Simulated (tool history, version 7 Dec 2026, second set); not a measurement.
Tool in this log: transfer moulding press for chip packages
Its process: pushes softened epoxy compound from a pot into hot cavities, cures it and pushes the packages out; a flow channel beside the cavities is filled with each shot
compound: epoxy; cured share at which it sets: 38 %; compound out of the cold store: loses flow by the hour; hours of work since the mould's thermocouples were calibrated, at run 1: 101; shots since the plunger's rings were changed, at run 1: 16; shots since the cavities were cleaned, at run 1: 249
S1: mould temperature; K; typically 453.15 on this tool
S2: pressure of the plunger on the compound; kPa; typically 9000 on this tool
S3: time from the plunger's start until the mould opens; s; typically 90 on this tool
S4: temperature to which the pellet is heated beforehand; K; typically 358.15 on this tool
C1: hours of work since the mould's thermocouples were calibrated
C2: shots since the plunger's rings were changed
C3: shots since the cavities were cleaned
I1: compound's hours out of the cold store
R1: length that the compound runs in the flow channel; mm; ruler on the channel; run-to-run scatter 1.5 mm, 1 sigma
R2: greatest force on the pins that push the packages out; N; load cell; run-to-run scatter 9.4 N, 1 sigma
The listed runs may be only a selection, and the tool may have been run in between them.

run	hour	S1	S2	S3	S4	C1	C2	C3	I1	R1	R2
1	0	453.15	9000	90	358.15	101	16	249	45.5	507	625
# hour 51.6: cavities cleaned with cleaning compound and waxed
2	51.6	453.15	9000	90	363.15	134	724	0	36.8	512	414
3	97.5	453.15	9000	90	363.15	165	1372	648	33.2	516	773
# hour 123.3: cavities cleaned with cleaning compound and waxed
4	147.3	453.15	7330	90	363.15	197	2056	340	34.7	459	639
5	181.8	453.15	7330	90	363.15	220	2544	828	14.8	476	813
# hour 188.3: plunger's sealing rings changed
# hour 197.9: cavities cleaned with cleaning compound and waxed
6	247.9	453.15	9000	90	358.15	262	821	707	9.7	542	799
# hour 271.5: cavities cleaned with cleaning compound and waxed
7	316.6	453.15	9000	90	358.15	307	1772	639	39.2	503	745
# hour 341.2: cavities cleaned with cleaning compound and waxed
8	358.2	453.15	9000	90	358.15	334	2338	241	15.3	527	605
# hour 382.2: plunger's sealing rings changed
9	406.6	453.15	9000	90	358.15	364	345	890	33.5	516	809
# hour 413: cavities cleaned with cleaning compound and waxed
10	460.4	453.15	9000	90	358.15	399	1084	670	31.3	514	737
# hour 483.3: cavities cleaned with cleaning compound and waxed
11	505.6	453.15	9000	90	358.15	429	1702	315	11.6	533	660
# hour 554.1: cavities cleaned with cleaning compound and waxed
12	554.1	453.15	9000	90	358.15	460	2366	0	43.7	496	394
# hour 578.8: plunger's sealing rings changed
13	589.5	453.15	9000	90	351.15	482	151	466	40.5	511	710
# hour 625.8: cavities cleaned with cleaning compound and waxed
14	643.5	455.15	7670	88	356.15	517	893	249	10.6	493	584
# hour 694.2: cavities cleaned with cleaning compound and waxed
15	709.1	455.15	7670	88	356.15	560	1800	211	16.3	483	557
16	753.2	450.15	8650	102	360.15	590	2423	834	22.8	515	763
# hour 762.8: cavities cleaned with cleaning compound and waxed
# hour 771.7: plunger's sealing rings changed
17	809	453.15	9000	92	358.15	624	528	618	14.5	538	746
# hour 837.3: cavities cleaned with cleaning compound and waxed
18	859	453.15	9000	71	354.15	657	1214	308	44.8	505	985
# hour 866.8: mould's thermocouples calibrated
# hour 910.2: cavities cleaned with cleaning compound and waxed
19	911.1	449.15	9570	90	358.15	29	1900	12	43.3	522	463
20	953.8	449.15	9570	90	358.15	57	2504	616	34.3	528	876
# hour 967.3: plunger's sealing rings changed
# hour 982.7: cavities cleaned with cleaning compound and waxed
21	1027.9	449.15	9570	90	358.15	104	836	639	36.8	532	804
# hour 1051.2: cavities cleaned with cleaning compound and waxed
22	1065.9	453.15	9000	90	358.15	129	1352	207	21.2	521	568
23	1110.9	453.15	9000	90	358.15	159	1989	844	40.2	494	758
# hour 1121.6: cavities cleaned with cleaning compound and waxed
# hour 1158.2: plunger's sealing rings changed
24	1169.5	453.15	9000	111	359.15	195	160	643	20.3	529	663
# hour 1178: mould's thermocouples calibrated, once more
# hour 1196.1: cavities cleaned with cleaning compound and waxed
25	1218.8	453.15	9000	111	359.15	26	808	321	15	542	565
# hour 1264.2: cavities cleaned with cleaning compound and waxed
26	1268.1	446.15	9350	80	362.15	58	1483	55	14.4	565	1024

Forecast each of these 5 alternatives for the next run:
A	1330.2	453.15	9830	90	358.15	100	2361	933	27.1	?	?
B	1330.2	451.15	9350	80	350.15	100	2361	933	37.5	?	?
C	1330.2	446.15	7400	85	348.15	100	2361	933	33.5	?	?
D	1330.2	446.15	9350	106	362.15	100	2361	933	35.5	?	?
E	1330.2	453.15	10850	102	358.15	100	2361	933	39.1	?	?

run	R1	R2
A	545	860
B	523	1246
C	478	1565
D	535	940
E	556	748
What these runs would have given with no unlogged condition in the tool:
run	R1	R2
A	556	428
B	534	621
C	487	783
D	546	472
E	567	374
